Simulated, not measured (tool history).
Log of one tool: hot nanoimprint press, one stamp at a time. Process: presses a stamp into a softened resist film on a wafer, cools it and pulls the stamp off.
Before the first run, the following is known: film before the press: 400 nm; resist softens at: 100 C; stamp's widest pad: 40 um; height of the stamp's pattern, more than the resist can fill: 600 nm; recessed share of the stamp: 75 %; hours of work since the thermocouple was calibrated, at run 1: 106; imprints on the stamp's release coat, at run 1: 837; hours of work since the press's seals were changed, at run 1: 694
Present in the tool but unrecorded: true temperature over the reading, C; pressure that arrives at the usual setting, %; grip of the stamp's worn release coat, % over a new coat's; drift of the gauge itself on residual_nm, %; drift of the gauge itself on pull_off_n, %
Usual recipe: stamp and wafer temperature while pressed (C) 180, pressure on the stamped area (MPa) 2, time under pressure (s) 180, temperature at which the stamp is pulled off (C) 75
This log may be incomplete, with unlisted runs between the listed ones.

run   hour  stamp and wafer temperature while pressed (C)  pressure on the stamped area (MPa)  time under pressure (s)  temperature at which the stamp is pulled off (C)  hours of work since the thermocouple was calibrated  imprints on the stamp's release coat  hours of work since the press's seals were changed  resist left under the stamp's widest pad (angstrom)  greatest force while the stamp is pulled off (N)
  1      0                                            180                                   2                      180                                                75                                                  106                                   837                                                 694                                                 1809                                               128
      37.9  -- press's hydraulic seals changed and the load cell set to zero
  2   72.5                                            183                                   2                      180                                                75                                                  137                                  1083                                                  17                                                 1582                                               128
      99.4  -- stamp cleaned and given a new release coat
  3  149.1                                            183                                   2                      180                                                75                                                  171                                   189                                                  51                                                 1582                                               124
  4  218.5                                            180                                   2                      180                                                75                                                  204                                   454                                                  84                                                 1822                                               125
  5    259                                            180                                   2                      180                                                75                                                  224                                   608                                                 104                                                 1799                                               120
  6  294.3                                            180                                   2                      180                                                75                                                  241                                   742                                                 121                                                 1807                                               125
  7  359.9                                            180                                   2                      180                                                66                                                  272                                   991                                                 152                                                 1836                                               160
     410.8  -- stamp cleaned and given a new release coat
  8  411.3                                            180                                1.64                      338                                                69                                                  294                                     2                                                 174                                                 1581                                               146
  9  462.9                                            184                                1.37                      242                                                75                                                  319                                   199                                                 199                                                 1635                                               127
 10  507.4                                            184                                1.37                      242                                                75                                                  341                                   368                                                 220                                                 1633                                               123
 11  539.6                                            180                                2.27                      174                                                75                                                  356                                   490                                                 236                                                 1742                                               125
 12  577.8                                            192                                2.46                      174                                                75                                                  374                                   636                                                 254                                                  953                                               126
 13  624.8                                            189                                   2                      180                                                80                                                  397                                   815                                                 277                                                 1198                                               110

Across each entry between runs, compare the hidden state at the last listed run before it with the hidden state at the first listed run after it:
Between runs 1 and 2: press's hydraulic seals changed and the load cell set to zero (hour 37.9)
  true temperature over the reading, C: 0.02 -> 0.03; pressure that arrives at the usual setting, %: 99.86 -> 100.02; grip of the stamp's worn release coat, % over a new coat's: 1.4 -> 1.9
Between runs 2 and 3: stamp cleaned and given a new release coat (hour 99.4)
  pressure that arrives at the usual setting, %: 100.02 -> 100.01; grip of the stamp's worn release coat, % over a new coat's: 1.9 -> 0.3
Between runs 7 and 8: stamp cleaned and given a new release coat (hour 410.8)
  pressure that arrives at the usual setting, %: 100 -> 99.99; grip of the stamp's worn release coat, % over a new coat's: 1.7 -> 0

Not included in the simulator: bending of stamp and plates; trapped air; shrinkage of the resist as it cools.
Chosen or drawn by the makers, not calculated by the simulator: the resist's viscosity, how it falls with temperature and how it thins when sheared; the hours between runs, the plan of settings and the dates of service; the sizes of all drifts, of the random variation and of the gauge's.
